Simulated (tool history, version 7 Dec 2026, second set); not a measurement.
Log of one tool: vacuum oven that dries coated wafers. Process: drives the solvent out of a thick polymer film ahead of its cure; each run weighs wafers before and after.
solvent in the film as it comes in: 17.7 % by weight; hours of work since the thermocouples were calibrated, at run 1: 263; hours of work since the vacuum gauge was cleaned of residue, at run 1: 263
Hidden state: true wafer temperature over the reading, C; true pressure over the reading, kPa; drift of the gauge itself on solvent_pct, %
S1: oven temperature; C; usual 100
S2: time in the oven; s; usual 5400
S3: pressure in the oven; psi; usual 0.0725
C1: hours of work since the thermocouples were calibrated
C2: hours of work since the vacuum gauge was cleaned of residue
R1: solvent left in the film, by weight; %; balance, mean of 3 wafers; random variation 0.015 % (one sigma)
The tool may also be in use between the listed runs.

run    day   S1    S2      S3   C1   C2    R1
  1      0  100  5400  0.0725  263  263  3.71
  2  0.592  100  5400  0.0725  269  269  3.72
  3  0.929   94  5400  0.0725  273  273  5.31
  4  1.408   89  5400  0.0725  278  278  6.74
  5  1.967  108  5400  0.0725  284  284  1.99
  6   2.45  100  3120  0.0725  289  289  6.52
     2.542  -- vacuum gauge cleaned of residue and calibrated
  7  3.017  100  3120  0.0725  295    5   6.5
  8  3.442  100  3120  0.0725  299   10  6.51
  9  3.996  100  3120  0.0725  305   16  6.55
 10  4.538  111  5400  0.0725  311   22  1.49
     4.917  -- vacuum gauge cleaned of residue and calibrated, once more
 11  4.971  104  5760  0.0725  315    1  2.48
 12  5.342  108  7920  0.1221  319    5  1.05
 13  5.846  108  9300  0.1754  325   10     1

5 ways to go on from here, each from the tool as it stands after run 13. What would each give?
  A  6.275  108  9300  0.0595  329  15   ?
  B  6.275   86  2760  0.0725  329  15   ?
  C  6.275  114  6960  0.0413  329  15   ?
  D  6.275  100  5520  0.0725  329  15   ?
  E  6.275  100  5280  0.0725  329  15   ?

run     R1
  A   0.56
  B  10.34
  C   0.49
  D   3.54
  E   3.79
Without the tool's hidden state the same runs would have given:
run     R1
  A   0.56
  B  10.35
  C    0.5
  D   3.55
  E    3.8
